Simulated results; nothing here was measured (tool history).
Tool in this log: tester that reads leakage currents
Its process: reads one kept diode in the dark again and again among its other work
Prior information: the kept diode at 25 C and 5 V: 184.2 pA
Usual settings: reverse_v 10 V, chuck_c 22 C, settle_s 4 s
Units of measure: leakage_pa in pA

run,hour,reverse_v,chuck_c,settle_s,leakage_pa
1,0,10,22,4,177.27
2,47.5,10,22,4,177.41
3,76.8,10,22,2.38,178.17
4,98.6,10,22,2.38,179.17
5,149.1,10,22,4,177.6
6,197.7,10,22,4,176.6
7,238.6,4.4,22,4,136.15
8,270.2,4.4,22,4,136.94
9,311.4,4.4,22,4,135.8
10,356.4,4.4,22,4,136.32
11,408,10,22,4,177.49
12,442,2.1,22,4,106.72
13,467.9,2.1,22,4,106.9
14,501.1,2.1,22,4,106.68
15,524.1,2.1,22,4,107.05
16,559.4,10,59,4,3250.97
17,585.1,10,59,4,3244.01
18,608,10,59,4,3257.91
19,640.1,10,59,4,3252.53
20,687,10,22,4,176.59
21,716.7,10,22,4,178.1
22,740,10,26,0.74,254.87
# hour 781.9: chuck's temperature calibrated
23,782,11.5,26,0.74,266.63
24,825.9,11.5,26,0.74,266.44
25,851.7,11.5,26,0.74,265.65
26,876.4,1.9,58,0.4,1763.81
27,911.1,1.9,58,0.4,1768.18
28,952.6,1.9,58,0.4,1764.78
29,989.4,1.9,58,0.4,1765.42
30,1028.5,1.9,58,0.4,1772.35
31,1053.9,10,51,4,1835.89
32,1107.7,10,51,4,1835.82
33,1159.1,10,51,4,1822.98
34,1204.3,1.2,21,0.58,82.11
35,1257.8,1.2,21,0.58,82.05
36,1282.9,9,40,5.38,771.83
37,1321.3,1.1,22,3.83,87.14
38,1355.3,1.4,45,1.82,616.87
39,1385.1,2.4,35,5.68,334.13

The logged runs with the hidden state left out (each run's random variation unchanged):
What the log doesn't record here: stray current of the dirty probe card, pA a volt; current scale over the true one, %; true chuck temperature over the reading, C; drift of the gauge itself on leakage_pa, %.
run,leakage_pa
1,177.6
2,177.74
3,178.5
4,179.5
5,177.94
6,176.93
7,136.43
8,137.22
9,136.07
10,136.6
11,177.83
12,106.95
13,107.13
14,106.91
15,107.28
16,3256.66
17,3249.72
18,3263.67
19,3258.33
20,176.93
21,178.44
22,255.37
23,266.36
24,266.17
25,265.39
26,1762.84
27,1767.23
28,1763.86
29,1764.51
30,1771.47
31,1834.9
32,1834.86
33,1822.06
34,82.06
35,82
36,771.41
37,87.1
38,616.62
39,333.98
